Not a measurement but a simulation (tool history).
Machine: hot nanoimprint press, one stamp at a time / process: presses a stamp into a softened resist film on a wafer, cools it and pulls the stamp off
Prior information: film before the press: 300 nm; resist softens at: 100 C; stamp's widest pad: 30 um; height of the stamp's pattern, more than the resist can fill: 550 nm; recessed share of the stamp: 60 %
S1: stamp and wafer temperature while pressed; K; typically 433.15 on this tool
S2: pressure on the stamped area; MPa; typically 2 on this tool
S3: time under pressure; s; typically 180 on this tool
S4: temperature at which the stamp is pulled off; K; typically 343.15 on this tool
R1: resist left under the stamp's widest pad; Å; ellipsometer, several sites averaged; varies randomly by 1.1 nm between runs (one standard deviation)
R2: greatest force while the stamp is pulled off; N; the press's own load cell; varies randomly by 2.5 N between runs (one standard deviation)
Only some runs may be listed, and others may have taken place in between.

run 1 day=0 | S1=433.15 S2=2 S3=180 S4=343.15 | R1=1778 R2=173
run 2 day=1.067 | S1=433.15 S2=2 S3=180 S4=343.15 | R1=1779 R2=110
run 3 day=2.279 | S1=433.15 S2=2 S3=180 S4=330.15 | R1=1771 R2=134
run 4 day=3.838 | S1=433.15 S2=2 S3=180 S4=343.15 | R1=1785 R2=118
run 5 day=4.771 | S1=433.15 S2=2 S3=180 S4=343.15 | R1=1797 R2=124
run 6 day=5.654 | S1=433.15 S2=2 S3=180 S4=343.15 | R1=1788 R2=125
run 7 day=7.208 | S1=433.15 S2=2 S3=180 S4=343.15 | R1=1774 R2=129
run 8 day=8.138 | S1=433.15 S2=2 S3=180 S4=343.15 | R1=1826 R2=131
run 9 day=8.817 | S1=433.15 S2=2 S3=180 S4=343.15 | R1=1793 R2=130
run 10 day=9.6 | S1=433.15 S2=2 S3=180 S4=343.15 | R1=1820 R2=131
run 11 day=10.825 | S1=444.15 S2=2 S3=180 S4=343.15 | R1=1007 R2=133
run 12 day=12.125 | S1=444.15 S2=2 S3=180 S4=345.15 | R1=1003 R2=131
run 13 day=13.583 | S1=444.15 S2=2 S3=180 S4=345.15 | R1=1003 R2=137
run 14 day=15.104 | S1=444.15 S2=2 S3=180 S4=345.15 | R1=1005 R2=142
run 15 day=15.854 | S1=444.15 S2=2 S3=180 S4=345.15 | R1=1016 R2=141
run 16 day=17.171 | S1=444.15 S2=2 S3=180 S4=345.15 | R1=1010 R2=144
run 17 day=17.879 | S1=429.15 S2=2.97 S3=253 S4=335.15 | R1=1749 R2=160
run 18 day=19.171 | S1=428.15 S2=2.94 S3=280 S4=343.15 | R1=1821 R2=154
run 19 day=20.162 | S1=428.15 S2=2.17 S3=280 S4=330.15 | R1=2039 R2=174
run 20 day=20.867 | S1=428.15 S2=2.17 S3=280 S4=330.15 | R1=2032 R2=179
run 21 day=21.792 | S1=428.15 S2=2.17 S3=280 S4=330.15 | R1=2059 R2=178
run 22 day=22.8 | S1=428.15 S2=2.17 S3=280 S4=330.15 | R1=2016 R2=184
run 23 day=23.912 | S1=428.15 S2=2.17 S3=280 S4=330.15 | R1=2038 R2=187
run 24 day=25.375 | S1=428.15 S2=1.8 S3=113 S4=344.15 | R1=2567 R2=160
run 25 day=26.554 | S1=433.15 S2=1.72 S3=102 S4=343.15 | R1=2292 R2=173
run 26 day=27.95 | S1=428.15 S2=2 S3=180 S4=343.15 | R1=2347 R2=183
run 27 day=29.038 | S1=428.15 S2=2 S3=180 S4=343.15 | R1=2347 R2=170
run 28 day=29.879 | S1=433.15 S2=2 S3=236 S4=337.15 | R1=1785 R2=188
run 29 day=31.288 | S1=424.15 S2=2 S3=180 S4=343.15 | R1=2604 R2=178

Removed from this log: 1 entry logged between the listed runs. Between which two listed runs does each belong, and how does the tool's hidden state at the listed run before it compare with that at the listed run after it?
In the gap between runs 1 and 2: stamp cleaned and given a new release coat (day 0.842)
  true temperature over the reading, C: -0.54 -> -0.57; pressure that arrives at the usual setting, %: 99.39 -> 99.33; grip of the stamp's worn release coat, % over a new coat's: 56.7 -> 0.4
  measured minus no-state result, R1: +52 -> +56 Å; R2: +63 -> +1 N
